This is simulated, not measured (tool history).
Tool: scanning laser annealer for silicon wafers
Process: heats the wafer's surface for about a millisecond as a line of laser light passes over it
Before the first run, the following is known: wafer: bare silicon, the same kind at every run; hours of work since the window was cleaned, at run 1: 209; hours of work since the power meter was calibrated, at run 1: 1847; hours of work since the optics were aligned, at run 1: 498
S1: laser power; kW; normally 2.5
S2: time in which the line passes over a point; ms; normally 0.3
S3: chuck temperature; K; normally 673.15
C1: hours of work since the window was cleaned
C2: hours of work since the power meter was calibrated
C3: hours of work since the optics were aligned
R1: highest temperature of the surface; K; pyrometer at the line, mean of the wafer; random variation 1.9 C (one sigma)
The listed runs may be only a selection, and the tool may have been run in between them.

| run | hour | S1 | S2 | S3 | C1 | C2 | C3 | R1 |
|---|---|---|---|---|---|---|---|---|
| 1 | 0 | 2.5 | 0.3 | 673.15 | 209 | 1847 | 498 | 1462.15 |
| 2 | 59.9 | 2.5 | 0.3 | 673.15 | 253 | 1891 | 541 | 1460.15 |
| 3 | 102.7 | 2.5 | 0.3 | 656.15 | 284 | 1922 | 572 | 1442.15 |
| 4 | 140.3 | 2.592 | 0.3 | 673.15 | 312 | 1950 | 600 | 1488.15 |
|  | 195.7 | window over the wafer cleaned |
| 5 | 204.3 | 2.592 | 0.3 | 673.15 | 6 | 1995 | 645 | 1534.15 |
| 6 | 253 | 2.592 | 0.3 | 673.15 | 42 | 2030 | 681 | 1525.15 |
| 7 | 334.4 | 2.5 | 0.3 | 673.15 | 101 | 2090 | 740 | 1483.15 |
| 8 | 402.8 | 2.5 | 0.3 | 673.15 | 151 | 2140 | 790 | 1474.15 |
|  | 411.7 | laser's power meter calibrated |
| 9 | 453.6 | 2.5 | 0.356 | 673.15 | 186 | 31 | 825 | 1547.15 |
| 10 | 524.5 | 2.5 | 0.219 | 673.15 | 238 | 82 | 877 | 1349.15 |
| 11 | 563.1 | 2.5 | 0.219 | 673.15 | 266 | 110 | 905 | 1348.15 |
| 12 | 595.9 | 2.304 | 0.325 | 641.15 | 290 | 134 | 929 | 1377.15 |
| 13 | 631.3 | 2.537 | 0.259 | 657.15 | 316 | 160 | 954 | 1396.15 |
|  | 682.6 | window over the wafer cleaned |
| 14 | 709.5 | 2.537 | 0.259 | 657.15 | 20 | 216 | 1010 | 1434.15 |
| 15 | 759.9 | 2.484 | 0.348 | 689.15 | 56 | 253 | 1047 | 1564.15 |
|  | 821.6 | laser's power meter calibrated, once more |
| 16 | 822.7 | 2.484 | 0.348 | 689.15 | 100 | 1 | 1090 | 1545.15 |
| 17 | 893.7 | 2.325 | 0.254 | 690.15 | 152 | 53 | 1142 | 1356.15 |
| 18 | 950.7 | 2.325 | 0.254 | 690.15 | 193 | 94 | 1184 | 1352.15 |
| 19 | 987.9 | 2.224 | 0.326 | 686.15 | 221 | 121 | 1211 | 1391.15 |
| 20 | 1046.7 | 2.306 | 0.326 | 693.15 | 263 | 164 | 1254 | 1428.15 |

Each row is a separate what-if for the run after 20, all from the same tool condition, not one after another. Results?
| A | 1106.4 | 2.343 | 0.299 | 693.15 | 307 | 208 | 1297 | ? |
| B | 1106.4 | 2.566 | 0.369 | 673.15 | 307 | 208 | 1297 | ? |
| C | 1106.4 | 2.453 | 0.275 | 687.15 | 307 | 208 | 1297 | ? |
| D | 1106.4 | 2.415 | 0.3 | 703.15 | 307 | 208 | 1297 | ? |
| E | 1106.4 | 2.271 | 0.3 | 670.15 | 307 | 208 | 1297 | ? |

| run | R1 |
|---|---|
| A | 1406.15 |
| B | 1564.15 |
| C | 1412.15 |
| D | 1446.15 |
| E | 1359.15 |
The same runs, with their run-to-run variation unchanged, on a tool lacking any hidden condition would have given:
| run | R1 |
|---|---|
| A | 1445.15 |
| B | 1614.15 |
| C | 1452.15 |
| D | 1487.15 |
| E | 1398.15 |
